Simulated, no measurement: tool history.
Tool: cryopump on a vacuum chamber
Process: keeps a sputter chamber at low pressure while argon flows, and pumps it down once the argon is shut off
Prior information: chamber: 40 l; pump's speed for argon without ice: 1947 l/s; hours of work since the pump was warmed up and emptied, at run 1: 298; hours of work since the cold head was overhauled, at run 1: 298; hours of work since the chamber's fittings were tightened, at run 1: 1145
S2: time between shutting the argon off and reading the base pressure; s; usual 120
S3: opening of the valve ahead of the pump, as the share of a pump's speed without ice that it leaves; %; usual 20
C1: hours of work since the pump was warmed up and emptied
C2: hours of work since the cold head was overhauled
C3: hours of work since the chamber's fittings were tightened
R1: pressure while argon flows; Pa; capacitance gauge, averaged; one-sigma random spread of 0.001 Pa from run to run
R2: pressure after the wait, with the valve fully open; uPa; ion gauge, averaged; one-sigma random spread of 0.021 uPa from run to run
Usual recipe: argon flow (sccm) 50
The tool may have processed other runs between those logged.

{"run": 1, "hour": 0.0, "argon flow (sccm)": 50, "S2": 120, "S3": 20, "C1": 298, "C2": 298, "C3": 1145, "R1": 0.2259, "R2": 0.79}
{"run": 2, "hour": 13.3, "argon flow (sccm)": 50, "S2": 120, "S3": 19, "C1": 310, "C2": 310, "C3": 1157, "R1": 0.2377, "R2": 0.83}
{"run": 3, "hour": 28.6, "argon flow (sccm)": 50, "S2": 120, "S3": 40, "C1": 323, "C2": 323, "C3": 1170, "R1": 0.1173, "R2": 0.79}
{"run": 4, "hour": 43.0, "argon flow (sccm)": 50, "S2": 120, "S3": 40, "C1": 336, "C2": 336, "C3": 1183, "R1": 0.1178, "R2": 0.8}
{"run": 5, "hour": 57.4, "argon flow (sccm)": 50, "S2": 120, "S3": 40, "C1": 349, "C2": 349, "C3": 1196, "R1": 0.1182, "R2": 0.81}
{"run": 6, "hour": 72.5, "argon flow (sccm)": 77, "S2": 120, "S3": 40, "C1": 362, "C2": 362, "C3": 1209, "R1": 0.184, "R2": 0.88}
{"run": 7, "hour": 86.3, "argon flow (sccm)": 77, "S2": 120, "S3": 40, "C1": 374, "C2": 374, "C3": 1221, "R1": 0.1828, "R2": 0.88}
{"run": 8, "hour": 102.7, "argon flow (sccm)": 77, "S2": 120, "S3": 40, "C1": 389, "C2": 389, "C3": 1236, "R1": 0.1833, "R2": 0.87}
{"run": 9, "hour": 119.1, "argon flow (sccm)": 77, "S2": 120, "S3": 40, "C1": 403, "C2": 403, "C3": 1250, "R1": 0.1858, "R2": 0.88}
{"run": 10, "hour": 131.6, "argon flow (sccm)": 50, "S2": 120, "S3": 44, "C1": 414, "C2": 414, "C3": 1261, "R1": 0.1115, "R2": 0.91}
{"run": 11, "hour": 144.6, "argon flow (sccm)": 50, "S2": 120, "S3": 44, "C1": 426, "C2": 426, "C3": 1273, "R1": 0.1112, "R2": 0.9}
{"run": 12, "hour": 156.5, "argon flow (sccm)": 50, "S2": 120, "S3": 44, "C1": 436, "C2": 436, "C3": 1283, "R1": 0.1107, "R2": 0.92}
{"run": 13, "hour": 165.7, "argon flow (sccm)": 50, "S2": 120, "S3": 44, "C1": 444, "C2": 444, "C3": 1292, "R1": 0.1103, "R2": 0.91}
{"run": 14, "hour": 173.4, "argon flow (sccm)": 50, "S2": 120, "S3": 20, "C1": 451, "C2": 451, "C3": 1298, "R1": 0.2315, "R2": 0.91}
{"run": 15, "hour": 187.1, "argon flow (sccm)": 50, "S2": 120, "S3": 44, "C1": 463, "C2": 463, "C3": 1310, "R1": 0.1139, "R2": 0.93}
{"run": 16, "hour": 203.2, "argon flow (sccm)": 50, "S2": 31, "S3": 27, "C1": 478, "C2": 478, "C3": 1325, "R1": 0.1736, "R2": 1.41}
{"run": 17, "hour": 217.2, "argon flow (sccm)": 34, "S2": 67, "S3": 36, "C1": 490, "C2": 490, "C3": 1337, "R1": 0.0926, "R2": 1.1}
{"run": 18, "hour": 226.8, "argon flow (sccm)": 50, "S2": 120, "S3": 39, "C1": 498, "C2": 498, "C3": 1346, "R1": 0.1261, "R2": 0.93}
{"run": 19, "hour": 235.4, "argon flow (sccm)": 50, "S2": 200, "S3": 23, "C1": 506, "C2": 506, "C3": 1353, "R1": 0.2057, "R2": 0.91}
{"run": 20, "hour": 248.0, "argon flow (sccm)": 50, "S2": 96, "S3": 48, "C1": 517, "C2": 517, "C3": 1364, "R1": 0.1078, "R2": 1.05}
{"run": 21, "hour": 257.1, "argon flow (sccm)": 30, "S2": 120, "S3": 23, "C1": 525, "C2": 525, "C3": 1372, "R1": 0.1225, "R2": 0.97}
{"run": 22, "hour": 271.9, "argon flow (sccm)": 37, "S2": 50, "S3": 41, "C1": 538, "C2": 538, "C3": 1385, "R1": 0.0911, "R2": 1.23}
{"run": 23, "hour": 279.4, "argon flow (sccm)": 37, "S2": 50, "S3": 26, "C1": 545, "C2": 545, "C3": 1392, "R1": 0.1371, "R2": 1.22}
{"run": 24, "hour": 296.6, "argon flow (sccm)": 89, "S2": 32, "S3": 37, "C1": 560, "C2": 560, "C3": 1407, "R1": 0.2417, "R2": 1.46}
{"run": 25, "hour": 311.0, "argon flow (sccm)": 22, "S2": 144, "S3": 21, "C1": 573, "C2": 573, "C3": 1420, "R1": 0.0983, "R2": 1.03}
{"run": 26, "hour": 324.6, "argon flow (sccm)": 22, "S2": 144, "S3": 21, "C1": 585, "C2": 585, "C3": 1432, "R1": 0.0988, "R2": 1}
{"run": 27, "hour": 342.2, "argon flow (sccm)": 27, "S2": 23, "S3": 21, "C1": 600, "C2": 600, "C3": 1447, "R1": 0.122, "R2": 1.75}
{"run": 28, "hour": 349.4, "argon flow (sccm)": 27, "S2": 23, "S3": 21, "C1": 607, "C2": 607, "C3": 1454, "R1": 0.122, "R2": 1.79}
{"run": 29, "hour": 366.0, "argon flow (sccm)": 27, "S2": 23, "S3": 21, "C1": 621, "C2": 621, "C3": 1468, "R1": 0.1224, "R2": 1.78}
{"run": 30, "hour": 373.2, "argon flow (sccm)": 32, "S2": 41, "S3": 21, "C1": 628, "C2": 628, "C3": 1475, "R1": 0.1464, "R2": 1.43}

Some steps in R1, run to run, broken into two amounts with sign: the step expected even without the hidden condition (settings, incoming material, random variation), and the rest, left for the hidden condition together with whatever gauge scatter is not in both the measured and the hidden-condition-free result:
Unlogged tool condition in this case: pump's speed, % of a pump's without ice; cold plate's temperature, K; leak into the chamber, uPa l/s; drift of the gauge itself on working_pa, %; drift of the gauge itself on base_upa, %.
Run 2 -> 3: S3 19 -> 40. R1 -0.1204 Pa: hidden state +0.0002, all else -0.1206.
Run 13 -> 14: S3 44 -> 20. R1 +0.1212 Pa: hidden state +0.0004, all else +0.1208.
Run 20 -> 21: argon flow (sccm) 50 -> 30, S2 96 -> 120, S3 48 -> 23. R1 +0.0147 Pa: hidden state -0.0064, all else +0.0211.
Run 23 -> 24: argon flow (sccm) 37 -> 89, S2 50 -> 32, S3 26 -> 37. R1 +0.1046 Pa: hidden state +0.0191, all else +0.0855.
Run 24 -> 25: argon flow (sccm) 89 -> 22, S2 32 -> 144, S3 37 -> 21. R1 -0.1434 Pa: hidden state -0.0237, all else -0.1197.
